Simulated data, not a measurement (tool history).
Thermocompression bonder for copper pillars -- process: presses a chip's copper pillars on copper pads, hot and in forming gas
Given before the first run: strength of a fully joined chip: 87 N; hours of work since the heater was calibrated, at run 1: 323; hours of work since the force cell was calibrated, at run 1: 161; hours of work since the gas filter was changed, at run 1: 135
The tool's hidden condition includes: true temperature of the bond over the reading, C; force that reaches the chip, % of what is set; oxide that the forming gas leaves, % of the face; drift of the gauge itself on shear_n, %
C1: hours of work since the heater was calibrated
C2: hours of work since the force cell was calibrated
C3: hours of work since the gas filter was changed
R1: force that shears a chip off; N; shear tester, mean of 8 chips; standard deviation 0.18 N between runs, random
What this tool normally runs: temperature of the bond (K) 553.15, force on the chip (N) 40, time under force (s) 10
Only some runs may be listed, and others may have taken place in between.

run 1 hour=0 | temperature_of_the_bond_(K)=553.15 force_on_the_chip_(N)=40 time_under_force_(s)=10 | C1=323 C2=161 C3=135 | R1=60.1
run 2 hour=5 | temperature_of_the_bond_(K)=553.15 force_on_the_chip_(N)=40 time_under_force_(s)=10 | C1=325 C2=163 C3=138 | R1=59.7
run 3 hour=16.1 | temperature_of_the_bond_(K)=553.15 force_on_the_chip_(N)=40 time_under_force_(s)=10 | C1=331 C2=169 C3=143 | R1=59.6
run 4 hour=25 | temperature_of_the_bond_(K)=553.15 force_on_the_chip_(N)=40 time_under_force_(s)=10 | C1=335 C2=173 C3=148 | R1=60
run 5 hour=31 | temperature_of_the_bond_(K)=553.15 force_on_the_chip_(N)=40 time_under_force_(s)=10 | C1=338 C2=176 C3=151 | R1=59.8
run 6 hour=36.6 | temperature_of_the_bond_(K)=553.15 force_on_the_chip_(N)=40 time_under_force_(s)=10 | C1=341 C2=179 C3=154 | R1=59.6
run 7 hour=44.8 | temperature_of_the_bond_(K)=553.15 force_on_the_chip_(N)=40 time_under_force_(s)=10 | C1=345 C2=183 C3=158 | R1=59.8
run 8 hour=53.7 | temperature_of_the_bond_(K)=553.15 force_on_the_chip_(N)=40 time_under_force_(s)=10 | C1=349 C2=188 C3=162 | R1=59.2
run 9 hour=59.3 | temperature_of_the_bond_(K)=553.15 force_on_the_chip_(N)=40 time_under_force_(s)=10 | C1=352 C2=190 C3=165 | R1=59.4
run 10 hour=68.4 | temperature_of_the_bond_(K)=553.15 force_on_the_chip_(N)=40 time_under_force_(s)=19 | C1=357 C2=195 C3=169 | R1=68.2
run 11 hour=75.8 | temperature_of_the_bond_(K)=553.15 force_on_the_chip_(N)=40 time_under_force_(s)=19 | C1=360 C2=199 C3=173 | R1=68.3
run 12 hour=82.2 | temperature_of_the_bond_(K)=553.15 force_on_the_chip_(N)=40 time_under_force_(s)=19 | C1=363 C2=202 C3=176 | R1=68.3
run 13 hour=91.7 | temperature_of_the_bond_(K)=553.15 force_on_the_chip_(N)=40 time_under_force_(s)=19 | C1=368 C2=207 C3=181 | R1=68
run 14 hour=96.8 | temperature_of_the_bond_(K)=553.15 force_on_the_chip_(N)=34 time_under_force_(s)=19 | C1=371 C2=209 C3=184 | R1=65.3
run 15 hour=107 | temperature_of_the_bond_(K)=553.15 force_on_the_chip_(N)=40 time_under_force_(s)=10 | C1=376 C2=214 C3=189 | R1=59.2
run 16 hour=114.4 | temperature_of_the_bond_(K)=553.15 force_on_the_chip_(N)=40 time_under_force_(s)=10 | C1=380 C2=218 C3=192 | R1=59.2
run 17 hour=123.3 | temperature_of_the_bond_(K)=553.15 force_on_the_chip_(N)=40 time_under_force_(s)=27 | C1=384 C2=222 C3=197 | R1=71.8
run 18 hour=134.8 | temperature_of_the_bond_(K)=553.15 force_on_the_chip_(N)=40 time_under_force_(s)=27 | C1=390 C2=228 C3=202 | R1=71.9
run 19 hour=145.3 | temperature_of_the_bond_(K)=553.15 force_on_the_chip_(N)=40 time_under_force_(s)=27 | C1=395 C2=233 C3=208 | R1=71.6
run 20 hour=153.9 | temperature_of_the_bond_(K)=553.15 force_on_the_chip_(N)=40 time_under_force_(s)=10 | C1=399 C2=237 C3=212 | R1=58.9
run 21 hour=161.2 | temperature_of_the_bond_(K)=553.15 force_on_the_chip_(N)=40 time_under_force_(s)=10 | C1=403 C2=241 C3=216 | R1=59.1
run 22 hour=168.4 | temperature_of_the_bond_(K)=541.15 force_on_the_chip_(N)=45 time_under_force_(s)=6 | C1=406 C2=245 C3=219 | R1=47.6
run 23 hour=174.8 | temperature_of_the_bond_(K)=559.15 force_on_the_chip_(N)=50 time_under_force_(s)=6 | C1=410 C2=248 C3=222 | R1=58
run 24 hour=185.6 | temperature_of_the_bond_(K)=559.15 force_on_the_chip_(N)=50 time_under_force_(s)=6 | C1=415 C2=253 C3=228 | R1=58
run 25 hour=194.3 | temperature_of_the_bond_(K)=559.15 force_on_the_chip_(N)=50 time_under_force_(s)=6 | C1=419 C2=258 C3=232 | R1=58
run 26 hour=201.6 | temperature_of_the_bond_(K)=559.15 force_on_the_chip_(N)=50 time_under_force_(s)=6 | C1=423 C2=261 C3=236 | R1=58
run 27 hour=208.2 | temperature_of_the_bond_(K)=553.15 force_on_the_chip_(N)=37 time_under_force_(s)=12 | C1=426 C2=265 C3=239 | R1=60.1
run 28 hour=219.6 | temperature_of_the_bond_(K)=553.15 force_on_the_chip_(N)=37 time_under_force_(s)=12 | C1=432 C2=270 C3=245 | R1=59.4
run 29 hour=227.9 | temperature_of_the_bond_(K)=553.15 force_on_the_chip_(N)=33 time_under_force_(s)=10 | C1=436 C2=274 C3=249 | R1=55.2
run 30 hour=237.8 | temperature_of_the_bond_(K)=553.15 force_on_the_chip_(N)=33 time_under_force_(s)=10 | C1=441 C2=279 C3=254 | R1=54.9
run 31 hour=248.4 | temperature_of_the_bond_(K)=561.15 force_on_the_chip_(N)=58 time_under_force_(s)=10 | C1=446 C2=285 C3=259 | R1=67.3
run 32 hour=256.7 | temperature_of_the_bond_(K)=571.15 force_on_the_chip_(N)=40 time_under_force_(s)=7 | C1=450 C2=289 C3=263 | R1=61
run 33 hour=266 | temperature_of_the_bond_(K)=542.15 force_on_the_chip_(N)=34 time_under_force_(s)=26 | C1=455 C2=293 C3=268 | R1=64
run 34 hour=277.1 | temperature_of_the_bond_(K)=578.15 force_on_the_chip_(N)=40 time_under_force_(s)=15 | C1=461 C2=299 C3=273 | R1=72.5
run 35 hour=282.3 | temperature_of_the_bond_(K)=527.15 force_on_the_chip_(N)=26 time_under_force_(s)=17 | C1=463 C2=301 C3=276 | R1=45.7
run 36 hour=290.4 | temperature_of_the_bond_(K)=553.15 force_on_the_chip_(N)=30 time_under_force_(s)=10 | C1=467 C2=305 C3=280 | R1=53
run 37 hour=295.4 | temperature_of_the_bond_(K)=578.15 force_on_the_chip_(N)=35 time_under_force_(s)=14 | C1=470 C2=308 C3=282 | R1=70.4
run 38 hour=300.3 | temperature_of_the_bond_(K)=580.15 force_on_the_chip_(N)=38 time_under_force_(s)=5 | C1=472 C2=310 C3=285 | R1=58.8
run 39 hour=306 | temperature_of_the_bond_(K)=580.15 force_on_the_chip_(N)=38 time_under_force_(s)=5 | C1=475 C2=313 C3=288 | R1=58.8

3 options for the next run, each taken on its own from the tool as it stands now. Forecast them:
run A hour=315.7 | temperature_of_the_bond_(K)=553.15 force_on_the_chip_(N)=49 time_under_force_(s)=13 | C1=480 C2=318 C3=293 | R1=?
run B hour=315.7 | temperature_of_the_bond_(K)=583.15 force_on_the_chip_(N)=29 time_under_force_(s)=8 | C1=480 C2=318 C3=293 | R1=?
run C hour=315.7 | temperature_of_the_bond_(K)=529.15 force_on_the_chip_(N)=38 time_under_force_(s)=17 | C1=480 C2=318 C3=293 | R1=?

run=A R1=64.7
run=B R1=61.8
run=C R1=53.3
What these runs would have given with no unlogged condition in the tool:
run=A R1=68
run=B R1=65
run=C R1=55.3
